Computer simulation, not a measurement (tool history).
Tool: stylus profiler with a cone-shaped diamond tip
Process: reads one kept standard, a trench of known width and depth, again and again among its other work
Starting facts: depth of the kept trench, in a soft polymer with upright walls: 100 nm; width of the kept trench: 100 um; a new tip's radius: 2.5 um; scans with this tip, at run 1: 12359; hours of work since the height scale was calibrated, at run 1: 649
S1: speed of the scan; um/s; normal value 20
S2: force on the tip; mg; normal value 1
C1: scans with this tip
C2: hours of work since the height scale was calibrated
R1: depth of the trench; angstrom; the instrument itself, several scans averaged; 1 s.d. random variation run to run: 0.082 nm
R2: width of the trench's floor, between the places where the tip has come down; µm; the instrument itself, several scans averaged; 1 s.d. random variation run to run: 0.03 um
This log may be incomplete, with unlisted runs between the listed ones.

run,hour,S1,S2,C1,C2,R1,R2
1,0,20,1,12359,649,1002.1,98.38
2,75.8,20,1,12548,680,1003,98.33
3,175.4,20,0.58,12796,721,1000.8,98.31
4,289.7,20,0.58,13081,768,1001.3,98.3
5,366.5,20,0.58,13272,800,1001.5,98.25
6,470.4,20,0.58,13531,842,1000.6,98.32
7,572.5,20,0.58,13786,885,999.9,98.33
8,632.1,20,0.97,13934,909,1002.1,98.35
9,712.1,20,0.38,14134,942,999.7,98.27
10,842.4,20,0.38,14459,996,999.4,98.3
11,910.9,20,0.38,14629,1024,999.7,98.28
12,1042.5,20,1,14957,1078,1001.2,98.36
13,1116.4,20,1,15142,1109,1001,98.36
14,1188.9,20,1,15322,1139,1000.2,98.32
15,1277.7,20,1,15544,1175,1000.8,98.3
16,1391.5,20,0.92,15827,1222,1000.1,98.29
17,1474.3,20,0.92,16034,1256,1000.3,98.34
18,1597.2,20,0.72,16340,1307,998.9,98.26

The next listed run, before its measurement:
19,1719.2,20,0.72,16644,1357,?,?

Run 19 produced R1 999.5 angstrom, R2 98.31 µm.
With the hidden condition absent and the run-to-run variation left alone, this run would have shown R1 1003.9 angstrom, R2 98.51 µm.
